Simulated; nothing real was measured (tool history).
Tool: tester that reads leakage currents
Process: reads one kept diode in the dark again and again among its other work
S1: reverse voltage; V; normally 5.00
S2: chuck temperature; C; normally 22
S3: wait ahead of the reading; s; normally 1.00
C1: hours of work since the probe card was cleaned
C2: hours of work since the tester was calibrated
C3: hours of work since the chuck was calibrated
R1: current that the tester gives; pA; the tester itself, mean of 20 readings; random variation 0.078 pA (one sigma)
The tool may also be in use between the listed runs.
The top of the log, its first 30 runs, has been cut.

run    hour     S1  S2    S3   C1   C2   C3      R1
 31   954.2  10.99  46  2.39  462  145  143  157.37
 32   986.2   4.94  46  0.51  477  161  158  111.66
 33  1004.9   4.03  28  1.13  486  170  167   30.99
 34  1048.7   2.90  22  4.05  508  191  189   17.32
 35  1089.9   2.90  22  4.05  528  211  209   17.41
 36  1117.8   1.58  22  3.64  541  225  222   12.60
 37  1157.8   5.00  27  0.48  561  244  242   35.00
 38  1186.2   7.86  32  3.89  575  258  255   55.04
 39  1212.4   7.86  32  3.89  587  271  268   55.16
 40  1255.6   1.70  20  1.02  608  292  289   11.77
 41  1296.4   2.01  34  0.45  628  312  309   32.83

What if the next run were any one of these 3? Each begins from the tool's condition after run 41:
  A  1336.6  5.98  32  0.89  648  331  329   ?
  B  1336.6  2.16  50  1.00  648  331  329   ?
  C  1336.6  5.00  22  0.57  648  331  329   ?

run     R1
  A  49.54
  B  94.66
  C  26.78
The same runs, with their run-to-run variation unchanged, on a tool lacking any hidden condition would have given:
run      R1
  A   45.22
  B  101.84
  C   21.24
